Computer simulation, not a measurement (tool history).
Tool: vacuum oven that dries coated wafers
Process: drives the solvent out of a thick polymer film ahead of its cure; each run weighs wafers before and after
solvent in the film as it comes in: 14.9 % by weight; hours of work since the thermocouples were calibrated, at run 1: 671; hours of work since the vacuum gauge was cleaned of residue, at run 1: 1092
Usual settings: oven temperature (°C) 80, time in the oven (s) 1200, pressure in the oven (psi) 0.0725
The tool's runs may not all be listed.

run,hour,oven temperature (°C),time in the oven (s),pressure in the oven (psi),hours of work since the thermocouples were calibrated,hours of work since the vacuum gauge was cleaned of residue,solvent left in the film (%)
1,0,80,1200,0.0725,671,1092,0.771
# hour 42.6: oven's thermocouples calibrated
2,83.6,80,1200,0.0725,32,1156,0.878
3,198.4,80,1200,0.0725,123,1247,0.878
4,267.9,80,1200,0.0725,179,1302,0.884
5,383.3,80,1200,0.0725,270,1394,0.869
6,454.3,80,1200,0.0725,326,1450,0.867
7,529,80,1200,0.0725,385,1509,0.869
8,583.6,80,1500,0.0725,429,1553,0.622
9,672,80,660,0.2284,499,1623,2.934
# hour 679.7: vacuum gauge cleaned of residue and calibrated
10,751.5,80,660,0.2284,561,57,2.998
11,800.1,80,1200,0.2461,599,95,1.675
12,892.6,67,1200,0.1037,673,169,3.759
# hour 934: oven's thermocouples calibrated
13,969.1,81,900,0.037,28,228,1.288
14,1049.9,86,660,0.1207,92,292,1.509
15,1162,86,660,0.1207,181,381,1.497
# hour 1228.3: vacuum gauge cleaned of residue and calibrated, once more
16,1235.3,86,660,0.1207,238,5,1.323

Forecast each of these 4 alternatives for the next run:
A,1338.9,80,1560,0.1491,320,88,?
B,1338.9,86,1620,0.0493,320,88,?
C,1338.9,90,1680,0.1389,320,88,?
D,1338.9,86,660,0.2054,320,88,?

run,solvent left in the film (%)
A,0.822
B,0.199
C,0.42
D,1.589
Without the tool's hidden state the same runs would have given:
run,solvent left in the film (%)
A,0.817
B,0.193
C,0.416
D,1.588
